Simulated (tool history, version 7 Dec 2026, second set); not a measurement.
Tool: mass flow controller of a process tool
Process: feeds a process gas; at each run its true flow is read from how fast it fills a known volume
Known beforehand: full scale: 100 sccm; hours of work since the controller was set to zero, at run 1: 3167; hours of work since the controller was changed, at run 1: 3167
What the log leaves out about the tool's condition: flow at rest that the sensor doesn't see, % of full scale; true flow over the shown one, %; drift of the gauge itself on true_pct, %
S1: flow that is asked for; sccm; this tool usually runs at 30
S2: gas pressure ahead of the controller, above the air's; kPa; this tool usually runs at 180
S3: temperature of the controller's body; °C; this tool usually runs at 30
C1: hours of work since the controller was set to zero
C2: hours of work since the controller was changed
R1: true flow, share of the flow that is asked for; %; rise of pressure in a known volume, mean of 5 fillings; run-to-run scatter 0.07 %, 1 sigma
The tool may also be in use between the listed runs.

run 1 hour=0.0 | S1=30 S2=180 S3=30 | C1=3167 C2=3167 | R1=99.83
run 2 hour=172.3 | S1=30 S2=180 S3=30 | C1=3289 C2=3289 | R1=99.84
run 3 hour=407.3 | S1=30 S2=180 S3=30 | C1=3455 C2=3455 | R1=99.89
run 4 hour=739.4 | S1=30 S2=180 S3=30 | C1=3690 C2=3690 | R1=100.01
run 5 hour=1142.6 | S1=30 S2=180 S3=30 | C1=3976 C2=3976 | R1=100.08
run 6 hour=1315.2 | S1=30 S2=180 S3=30 | C1=4098 C2=4098 | R1=99.93
-- hour=1478.0 controller's zero set anew
run 7 hour=1695.6 | S1=30 S2=141 S3=30 | C1=154 C2=4367 | R1=99.41
run 8 hour=2066.0 | S1=30 S2=180 S3=30 | C1=416 C2=4629 | R1=99.33
-- hour=2197.3 controller's zero set anew, once more
run 9 hour=2486.4 | S1=30 S2=180 S3=30 | C1=205 C2=4926 | R1=101.46
run 10 hour=2891.1 | S1=30 S2=180 S3=30 | C1=491 C2=5213 | R1=101.71
run 11 hour=3141.8 | S1=30 S2=180 S3=30 | C1=669 C2=5390 | R1=101.91
run 12 hour=3417.7 | S1=30 S2=180 S3=30 | C1=864 C2=5586 | R1=101.85
run 13 hour=3662.0 | S1=30 S2=180 S3=23 | C1=1037 C2=5759 | R1=101.51
run 14 hour=3929.9 | S1=30 S2=180 S3=23 | C1=1227 C2=5948 | R1=101.68
run 15 hour=4303.5 | S1=15 S2=222 S3=26 | C1=1491 C2=6213 | R1=101.01
run 16 hour=4713.1 | S1=15 S2=222 S3=26 | C1=1781 C2=6503 | R1=101.03
run 17 hour=5017.9 | S1=37 S2=159 S3=22 | C1=1997 C2=6719 | R1=102.16
run 18 hour=5416.4 | S1=21 S2=228 S3=25 | C1=2279 C2=7001 | R1=101.54
run 19 hour=5686.2 | S1=57 S2=257 S3=36 | C1=2470 C2=7192 | R1=103.42
run 20 hour=6017.5 | S1=72 S2=257 S3=36 | C1=2705 C2=7426 | R1=103.92
run 21 hour=6225.1 | S1=46 S2=180 S3=30 | C1=2852 C2=7573 | R1=103.22
-- hour=6504.4 controller exchanged for a calibrated one
run 22 hour=6648.0 | S1=24 S2=200 S3=31 | C1=102 C2=102 | R1=98.70
run 23 hour=6995.4 | S1=24 S2=200 S3=31 | C1=348 C2=348 | R1=98.97
run 24 hour=7354.1 | S1=24 S2=200 S3=31 | C1=602 C2=602 | R1=98.93
run 25 hour=7657.0 | S1=24 S2=200 S3=31 | C1=816 C2=816 | R1=99.10
run 26 hour=7956.2 | S1=57 S2=200 S3=37 | C1=1028 C2=1028 | R1=100.41
run 27 hour=8269.8 | S1=30 S2=140 S3=37 | C1=1250 C2=1250 | R1=99.90
run 28 hour=8566.4 | S1=30 S2=231 S3=26 | C1=1460 C2=1460 | R1=99.11

Forecast each of these 3 alternatives for the next run:
run A hour=8834.4 | S1=39 S2=265 S3=30 | C1=1650 C2=1650 | R1=?
run B hour=8834.4 | S1=13 S2=147 S3=33 | C1=1650 C2=1650 | R1=?
run C hour=8834.4 | S1=30 S2=231 S3=22 | C1=1650 C2=1650 | R1=?

run=A R1=99.51
run=B R1=98.73
run=C R1=98.91
Without the tool's unlogged condition, the same runs would have read:
run=A R1=98.85
run=B R1=99.00
run=C R1=98.39
